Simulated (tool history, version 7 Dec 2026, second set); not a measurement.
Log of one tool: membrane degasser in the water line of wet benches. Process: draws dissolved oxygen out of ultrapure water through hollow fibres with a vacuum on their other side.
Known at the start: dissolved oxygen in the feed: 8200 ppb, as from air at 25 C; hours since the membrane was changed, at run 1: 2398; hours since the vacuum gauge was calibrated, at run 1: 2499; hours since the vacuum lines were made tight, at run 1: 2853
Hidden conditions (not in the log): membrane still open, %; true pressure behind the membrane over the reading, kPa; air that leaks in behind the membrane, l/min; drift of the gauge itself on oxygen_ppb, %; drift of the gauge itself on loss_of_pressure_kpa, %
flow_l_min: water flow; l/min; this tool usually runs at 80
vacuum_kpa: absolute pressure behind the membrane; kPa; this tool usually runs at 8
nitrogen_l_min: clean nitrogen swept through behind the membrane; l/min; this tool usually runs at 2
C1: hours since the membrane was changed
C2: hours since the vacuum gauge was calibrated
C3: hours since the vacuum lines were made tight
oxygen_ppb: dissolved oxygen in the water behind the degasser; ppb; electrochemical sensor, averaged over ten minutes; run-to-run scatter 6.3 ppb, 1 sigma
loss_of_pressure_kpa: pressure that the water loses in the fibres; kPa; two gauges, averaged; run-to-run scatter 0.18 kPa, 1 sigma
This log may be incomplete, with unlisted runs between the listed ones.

run 1 day=0 | flow_l_min=80 vacuum_kpa=8 nitrogen_l_min=2 | C1=2398 C2=2499 C3=2853 | oxygen_ppb=643.9 loss_of_pressure_kpa=36.16
run 2 day=1.825 | flow_l_min=80 vacuum_kpa=8 nitrogen_l_min=2 | C1=2441 C2=2543 C3=2896 | oxygen_ppb=653.5 loss_of_pressure_kpa=36.41
run 3 day=4.533 | flow_l_min=80 vacuum_kpa=8 nitrogen_l_min=2 | C1=2506 C2=2608 C3=2961 | oxygen_ppb=650.6 loss_of_pressure_kpa=36.47
run 4 day=6.583 | flow_l_min=80 vacuum_kpa=8 nitrogen_l_min=2 | C1=2556 C2=2657 C3=3011 | oxygen_ppb=656 loss_of_pressure_kpa=36.73
run 5 day=9.258 | flow_l_min=80 vacuum_kpa=8 nitrogen_l_min=2 | C1=2620 C2=2721 C3=3075 | oxygen_ppb=663.1 loss_of_pressure_kpa=36.65
run 6 day=11.462 | flow_l_min=80 vacuum_kpa=8 nitrogen_l_min=2 | C1=2673 C2=2774 C3=3128 | oxygen_ppb=659.5 loss_of_pressure_kpa=36.67
run 7 day=12.588 | flow_l_min=80 vacuum_kpa=8 nitrogen_l_min=2 | C1=2700 C2=2801 C3=3155 | oxygen_ppb=658.9 loss_of_pressure_kpa=36.67
run 8 day=14.858 | flow_l_min=80 vacuum_kpa=8 nitrogen_l_min=2 | C1=2754 C2=2856 C3=3209 | oxygen_ppb=667.6 loss_of_pressure_kpa=36.85
run 9 day=16.45 | flow_l_min=80 vacuum_kpa=8 nitrogen_l_min=2 | C1=2792 C2=2894 C3=3247 | oxygen_ppb=654.9 loss_of_pressure_kpa=36.86
run 10 day=17.767 | flow_l_min=80 vacuum_kpa=16.28 nitrogen_l_min=2 | C1=2824 C2=2926 C3=3279 | oxygen_ppb=1192.1 loss_of_pressure_kpa=36.86
-- day=17.908 vacuum gauge calibrated
run 11 day=20.071 | flow_l_min=80 vacuum_kpa=8 nitrogen_l_min=2 | C1=2879 C2=52 C3=3334 | oxygen_ppb=667.8 loss_of_pressure_kpa=36.93
run 12 day=21.429 | flow_l_min=80 vacuum_kpa=10.61 nitrogen_l_min=2 | C1=2911 C2=84 C3=3366 | oxygen_ppb=838 loss_of_pressure_kpa=36.98
run 13 day=24.054 | flow_l_min=80 vacuum_kpa=10.61 nitrogen_l_min=2 | C1=2974 C2=148 C3=3429 | oxygen_ppb=838.7 loss_of_pressure_kpa=36.76
-- day=25.108 vacuum gauge calibrated, once more
run 14 day=25.429 | flow_l_min=80 vacuum_kpa=10.61 nitrogen_l_min=2 | C1=3007 C2=8 C3=3462 | oxygen_ppb=838.8 loss_of_pressure_kpa=36.97
run 15 day=27.421 | flow_l_min=80 vacuum_kpa=10.61 nitrogen_l_min=2 | C1=3055 C2=56 C3=3510 | oxygen_ppb=823.1 loss_of_pressure_kpa=36.87
run 16 day=30.025 | flow_l_min=49 vacuum_kpa=8.53 nitrogen_l_min=0.94 | C1=3117 C2=118 C3=3572 | oxygen_ppb=564.5 loss_of_pressure_kpa=22.73
run 17 day=31.829 | flow_l_min=49 vacuum_kpa=8.53 nitrogen_l_min=0.94 | C1=3161 C2=161 C3=3615 | oxygen_ppb=556.6 loss_of_pressure_kpa=22.52
run 18 day=33.817 | flow_l_min=49 vacuum_kpa=8.53 nitrogen_l_min=0.94 | C1=3208 C2=209 C3=3663 | oxygen_ppb=557 loss_of_pressure_kpa=22.41
run 19 day=35.467 | flow_l_min=49 vacuum_kpa=8.53 nitrogen_l_min=0.94 | C1=3248 C2=249 C3=3703 | oxygen_ppb=558.4 loss_of_pressure_kpa=22.68
run 20 day=36.975 | flow_l_min=66 vacuum_kpa=12.72 nitrogen_l_min=0.82 | C1=3284 C2=285 C3=3739 | oxygen_ppb=1292.9 loss_of_pressure_kpa=30.7
run 21 day=39.208 | flow_l_min=66 vacuum_kpa=12.72 nitrogen_l_min=0.82 | C1=3338 C2=338 C3=3793 | oxygen_ppb=1261.9 loss_of_pressure_kpa=30.35
run 22 day=40.408 | flow_l_min=69 vacuum_kpa=8 nitrogen_l_min=3.41 | C1=3366 C2=367 C3=3821 | oxygen_ppb=407.5 loss_of_pressure_kpa=31.95
run 23 day=42.412 | flow_l_min=104 vacuum_kpa=13.21 nitrogen_l_min=4.56 | C1=3415 C2=415 C3=3869 | oxygen_ppb=988.9 loss_of_pressure_kpa=48.13
run 24 day=44.917 | flow_l_min=112 vacuum_kpa=7.14 nitrogen_l_min=4.64 | C1=3475 C2=475 C3=3930 | oxygen_ppb=827.4 loss_of_pressure_kpa=51.96

Estimate the outcome of run 25 from the log above:
run 25 day=47.358 | flow_l_min=112 vacuum_kpa=7.14 nitrogen_l_min=4.64 | C1=3533 C2=534 C3=3988 | oxygen_ppb=? loss_of_pressure_kpa=?

For run 25 the tool returned oxygen_ppb 835.8 ppb, loss_of_pressure_kpa 51.45 kPa.
If the tool had no hidden condition, the same run with the same run-to-run variation would have returned oxygen_ppb 781.1 ppb, loss_of_pressure_kpa 49.65 kPa.

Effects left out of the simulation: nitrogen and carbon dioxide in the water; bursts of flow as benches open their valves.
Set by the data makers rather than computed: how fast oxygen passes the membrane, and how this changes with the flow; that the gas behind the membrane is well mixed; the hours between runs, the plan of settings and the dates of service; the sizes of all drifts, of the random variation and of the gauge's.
